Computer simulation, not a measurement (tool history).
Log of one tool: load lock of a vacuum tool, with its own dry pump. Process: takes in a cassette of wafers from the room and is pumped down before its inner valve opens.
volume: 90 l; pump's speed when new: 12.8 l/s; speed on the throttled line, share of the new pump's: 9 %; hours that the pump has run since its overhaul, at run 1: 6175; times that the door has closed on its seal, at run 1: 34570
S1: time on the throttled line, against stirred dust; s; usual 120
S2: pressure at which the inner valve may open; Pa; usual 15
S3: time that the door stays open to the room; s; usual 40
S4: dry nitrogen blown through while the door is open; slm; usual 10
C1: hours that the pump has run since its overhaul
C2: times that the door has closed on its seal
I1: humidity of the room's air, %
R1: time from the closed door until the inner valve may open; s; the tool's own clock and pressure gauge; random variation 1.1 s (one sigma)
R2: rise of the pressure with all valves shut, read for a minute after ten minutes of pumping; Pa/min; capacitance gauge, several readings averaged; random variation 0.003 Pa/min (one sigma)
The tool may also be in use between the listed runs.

{"run": 1, "day": 0.0, "S1": 120, "S2": 15, "S3": 40, "S4": 10, "C1": 6175, "C2": 34570, "I1": 45.9, "R1": 178.1, "R2": 0.246}
{"run": 2, "day": 4.404, "S1": 120, "S2": 15, "S3": 40, "S4": 10, "C1": 6281, "C2": 34836, "I1": 44.5, "R1": 179.3, "R2": 0.247}
{"run": 3, "day": 7.983, "S1": 120, "S2": 22, "S3": 40, "S4": 10, "C1": 6367, "C2": 35052, "I1": 45.2, "R1": 174.8, "R2": 0.246}
{"run": 4, "day": 12.454, "S1": 120, "S2": 11, "S3": 40, "S4": 10, "C1": 6474, "C2": 35323, "I1": 44.9, "R1": 181.8, "R2": 0.259}
{"run": 5, "day": 18.338, "S1": 120, "S2": 15, "S3": 40, "S4": 10, "C1": 6615, "C2": 35678, "I1": 46.0, "R1": 176.7, "R2": 0.261}
{"run": 6, "day": 25.088, "S1": 120, "S2": 15, "S3": 40, "S4": 10, "C1": 6777, "C2": 36086, "I1": 45.2, "R1": 179.3, "R2": 0.256}
{"run": 7, "day": 32.354, "S1": 120, "S2": 15, "S3": 40, "S4": 10, "C1": 6952, "C2": 36525, "I1": 46.8, "R1": 180.0, "R2": 0.264}
{"run": 8, "day": 39.858, "S1": 120, "S2": 15, "S3": 40, "S4": 10, "C1": 7132, "C2": 36979, "I1": 45.6, "R1": 181.0, "R2": 0.272}
{"run": 9, "day": 46.638, "S1": 120, "S2": 15, "S3": 40, "S4": 10, "C1": 7294, "C2": 37388, "I1": 43.7, "R1": 179.0, "R2": 0.266}
{"run": 10, "day": 53.629, "S1": 120, "S2": 15, "S3": 40, "S4": 10, "C1": 7462, "C2": 37811, "I1": 47.4, "R1": 179.5, "R2": 0.288}
{"run": 11, "day": 59.275, "S1": 120, "S2": 14, "S3": 40, "S4": 10, "C1": 7598, "C2": 38152, "I1": 44.8, "R1": 178.4, "R2": 0.276}
{"run": 12, "day": 63.883, "S1": 120, "S2": 14, "S3": 40, "S4": 10, "C1": 7708, "C2": 38431, "I1": 46.8, "R1": 178.7, "R2": 0.283}
{"run": 13, "day": 67.892, "S1": 120, "S2": 14, "S3": 40, "S4": 10, "C1": 7805, "C2": 38673, "I1": 43.2, "R1": 179.0, "R2": 0.292}
{"run": 14, "day": 72.767, "S1": 120, "S2": 14, "S3": 40, "S4": 10, "C1": 7922, "C2": 38967, "I1": 42.6, "R1": 179.4, "R2": 0.29}
{"run": 15, "day": 79.933, "S1": 120, "S2": 14, "S3": 40, "S4": 10, "C1": 8094, "C2": 39401, "I1": 45.0, "R1": 180.0, "R2": 0.299}
{"run": 16, "day": 87.367, "S1": 120, "S2": 14, "S3": 40, "S4": 10, "C1": 8272, "C2": 39850, "I1": 41.7, "R1": 179.4, "R2": 0.303}
{"run": 17, "day": 94.675, "S1": 120, "S2": 28, "S3": 40, "S4": 16, "C1": 8447, "C2": 40291, "I1": 44.6, "R1": 175.1, "R2": 0.301}
{"run": 18, "day": 99.667, "S1": 90, "S2": 22, "S3": 40, "S4": 37, "C1": 8567, "C2": 40593, "I1": 48.9, "R1": 148.9, "R2": 0.298}
{"run": 19, "day": 106.083, "S1": 168, "S2": 22, "S3": 99, "S4": 37, "C1": 8721, "C2": 40981, "I1": 46.3, "R1": 221.2, "R2": 0.306}
{"run": 20, "day": 113.188, "S1": 168, "S2": 22, "S3": 99, "S4": 37, "C1": 8892, "C2": 41410, "I1": 44.6, "R1": 218.8, "R2": 0.322}
{"run": 21, "day": 118.838, "S1": 120, "S2": 15, "S3": 40, "S4": 29, "C1": 9027, "C2": 41752, "I1": 42.6, "R1": 179.9, "R2": 0.316}
{"run": 22, "day": 125.696, "S1": 120, "S2": 15, "S3": 40, "S4": 29, "C1": 9192, "C2": 42166, "I1": 42.8, "R1": 182.8, "R2": 0.316}
{"run": 23, "day": 128.908, "S1": 120, "S2": 15, "S3": 39, "S4": 10, "C1": 9269, "C2": 42360, "I1": 42.6, "R1": 179.4, "R2": 0.323}
{"run": 24, "day": 133.508, "S1": 120, "S2": 15, "S3": 39, "S4": 10, "C1": 9379, "C2": 42638, "I1": 43.9, "R1": 180.8, "R2": 0.326}
{"run": 25, "day": 140.104, "S1": 214, "S2": 27, "S3": 77, "S4": 26, "C1": 9538, "C2": 43037, "I1": 46.4, "R1": 260.4, "R2": 0.331}
{"run": 26, "day": 144.088, "S1": 214, "S2": 27, "S3": 77, "S4": 26, "C1": 9633, "C2": 43278, "I1": 41.2, "R1": 260.2, "R2": 0.338}
{"run": 27, "day": 148.321, "S1": 120, "S2": 16, "S3": 40, "S4": 10, "C1": 9735, "C2": 43533, "I1": 45.9, "R1": 179.4, "R2": 0.347}

Hidden state or all else? Some run-to-run changes of R1, split into what the settings, what came in and random variation would give without the hidden state, and what is left for the hidden state (with any gauge scatter that isn't in both results):
The hidden state here: pump's speed, % of a new pump's; leak at the door's seal, Pa l/s; drift of the gauge itself on ready_s, %; drift of the gauge itself on rise_pa_min, %.
Run 24 -> 25: S1 120 -> 214, S2 15 -> 27, S3 39 -> 77, S4 10 -> 26. R1 +79.6 s: hidden state -2.0, all else +81.6.
Run 26 -> 27: S1 214 -> 120, S2 27 -> 16, S3 77 -> 40, S4 26 -> 10. R1 -80.8 s: hidden state +2.1, all else -82.9.

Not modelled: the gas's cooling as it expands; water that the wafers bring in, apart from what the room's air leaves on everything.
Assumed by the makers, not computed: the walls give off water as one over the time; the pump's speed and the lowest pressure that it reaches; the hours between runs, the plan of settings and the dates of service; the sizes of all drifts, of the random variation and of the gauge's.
